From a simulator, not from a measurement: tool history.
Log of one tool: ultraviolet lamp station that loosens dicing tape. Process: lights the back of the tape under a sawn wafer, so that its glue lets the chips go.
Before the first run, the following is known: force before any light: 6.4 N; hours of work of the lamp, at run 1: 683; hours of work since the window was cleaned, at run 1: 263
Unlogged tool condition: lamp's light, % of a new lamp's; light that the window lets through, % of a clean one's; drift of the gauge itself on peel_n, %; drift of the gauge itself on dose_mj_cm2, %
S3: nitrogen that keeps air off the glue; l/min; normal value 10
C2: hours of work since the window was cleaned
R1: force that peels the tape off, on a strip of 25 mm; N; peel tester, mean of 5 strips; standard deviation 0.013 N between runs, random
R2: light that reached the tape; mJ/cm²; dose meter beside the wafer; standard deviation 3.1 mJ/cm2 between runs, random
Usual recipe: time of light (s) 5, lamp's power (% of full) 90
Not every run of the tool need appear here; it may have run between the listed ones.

run 1 day=0 | time_of_light_(s)=5 lamp's_power_(%_of_full)=90 S3=10 | hours_of_work_of_the_lamp=683 C2=263 | R1=1.063 R2=352
run 2 day=0.838 | time_of_light_(s)=5 lamp's_power_(%_of_full)=90 S3=10 | hours_of_work_of_the_lamp=695 C2=274 | R1=1.099 R2=341
run 3 day=2.042 | time_of_light_(s)=8 lamp's_power_(%_of_full)=90 S3=10 | hours_of_work_of_the_lamp=711 C2=291 | R1=0.454 R2=547
run 4 day=2.967 | time_of_light_(s)=8 lamp's_power_(%_of_full)=90 S3=10 | hours_of_work_of_the_lamp=724 C2=304 | R1=0.46 R2=543
run 5 day=4.192 | time_of_light_(s)=5 lamp's_power_(%_of_full)=90 S3=10 | hours_of_work_of_the_lamp=741 C2=320 | R1=1.137 R2=335
run 6 day=5.475 | time_of_light_(s)=5 lamp's_power_(%_of_full)=90 S3=10 | hours_of_work_of_the_lamp=758 C2=338 | R1=1.186 R2=330
run 7 day=6.004 | time_of_light_(s)=5 lamp's_power_(%_of_full)=90 S3=10 | hours_of_work_of_the_lamp=766 C2=345 | R1=1.227 R2=328
run 8 day=7.15 | time_of_light_(s)=5 lamp's_power_(%_of_full)=90 S3=10 | hours_of_work_of_the_lamp=781 C2=361 | R1=1.165 R2=326
run 9 day=8.192 | time_of_light_(s)=10 lamp's_power_(%_of_full)=90 S3=10 | hours_of_work_of_the_lamp=796 C2=375 | R1=0.329 R2=646
run 10 day=9.133 | time_of_light_(s)=5 lamp's_power_(%_of_full)=90 S3=10 | hours_of_work_of_the_lamp=809 C2=388 | R1=1.268 R2=319
run 11 day=10.217 | time_of_light_(s)=8 lamp's_power_(%_of_full)=90 S3=10 | hours_of_work_of_the_lamp=824 C2=403 | R1=0.524 R2=502
run 12 day=10.746 | time_of_light_(s)=8 lamp's_power_(%_of_full)=90 S3=10 | hours_of_work_of_the_lamp=831 C2=410 | R1=0.543 R2=501
run 13 day=11.883 | time_of_light_(s)=8 lamp's_power_(%_of_full)=90 S3=10 | hours_of_work_of_the_lamp=846 C2=426 | R1=0.578 R2=489
-- day=11.979 window cleaned of glue's vapour
run 14 day=12.712 | time_of_light_(s)=8 lamp's_power_(%_of_full)=90 S3=10 | hours_of_work_of_the_lamp=858 C2=10 | R1=0.391 R2=600
run 15 day=13.692 | time_of_light_(s)=3 lamp's_power_(%_of_full)=83 S3=5 | hours_of_work_of_the_lamp=871 C2=24 | R1=2.703 R2=207
run 16 day=14.808 | time_of_light_(s)=4 lamp's_power_(%_of_full)=83 S3=16 | hours_of_work_of_the_lamp=886 C2=39 | R1=1.338 R2=267
run 17 day=15.479 | time_of_light_(s)=4 lamp's_power_(%_of_full)=83 S3=16 | hours_of_work_of_the_lamp=896 C2=48 | R1=1.346 R2=269
run 18 day=16.483 | time_of_light_(s)=4 lamp's_power_(%_of_full)=83 S3=16 | hours_of_work_of_the_lamp=909 C2=62 | R1=1.365 R2=265
run 19 day=17.2 | time_of_light_(s)=10 lamp's_power_(%_of_full)=99 S3=17 | hours_of_work_of_the_lamp=919 C2=72 | R1=0.174 R2=782
run 20 day=17.883 | time_of_light_(s)=5 lamp's_power_(%_of_full)=96 S3=6 | hours_of_work_of_the_lamp=929 C2=81 | R1=1.306 R2=372
run 21 day=18.762 | time_of_light_(s)=5 lamp's_power_(%_of_full)=72 S3=3 | hours_of_work_of_the_lamp=941 C2=93 | R1=2.433 R2=281
run 22 day=19.683 | time_of_light_(s)=5 lamp's_power_(%_of_full)=81 S3=3 | hours_of_work_of_the_lamp=953 C2=106 | R1=2.182 R2=314
run 23 day=20.567 | time_of_light_(s)=3 lamp's_power_(%_of_full)=89 S3=18 | hours_of_work_of_the_lamp=965 C2=118 | R1=1.814 R2=204
run 24 day=21.329 | time_of_light_(s)=3 lamp's_power_(%_of_full)=89 S3=18 | hours_of_work_of_the_lamp=976 C2=128 | R1=1.942 R2=203
run 25 day=22.304 | time_of_light_(s)=9 lamp's_power_(%_of_full)=76 S3=10 | hours_of_work_of_the_lamp=989 C2=142 | R1=0.537 R2=507
run 26 day=23.367 | time_of_light_(s)=9 lamp's_power_(%_of_full)=65 S3=4 | hours_of_work_of_the_lamp=1004 C2=156 | R1=1.284 R2=436
run 27 day=24.392 | time_of_light_(s)=3 lamp's_power_(%_of_full)=73 S3=7 | hours_of_work_of_the_lamp=1018 C2=170 | R1=3.038 R2=159

Each row is a separate what-if for the run after 27, all from the same tool condition, not one after another. Results?
run A day=25.517 | time_of_light_(s)=4 lamp's_power_(%_of_full)=98 S3=12 | hours_of_work_of_the_lamp=1033 C2=186 | R1=? R2=?
run B day=25.517 | time_of_light_(s)=3 lamp's_power_(%_of_full)=74 S3=7 | hours_of_work_of_the_lamp=1033 C2=186 | R1=? R2=?
run C day=25.517 | time_of_light_(s)=4 lamp's_power_(%_of_full)=73 S3=7 | hours_of_work_of_the_lamp=1033 C2=186 | R1=? R2=?
run D day=25.517 | time_of_light_(s)=4 lamp's_power_(%_of_full)=65 S3=12 | hours_of_work_of_the_lamp=1033 C2=186 | R1=? R2=?

run=A R1=1.371 R2=285
run=B R1=3.013 R2=165
run=C R1=2.425 R2=213
run=D R1=2.307 R2=187
What these runs would have given with no unlogged condition in the tool:
run=A R1=0.703 R2=420
run=B R1=2.132 R2=241
run=C R1=1.551 R2=314
run=D R1=1.442 R2=276
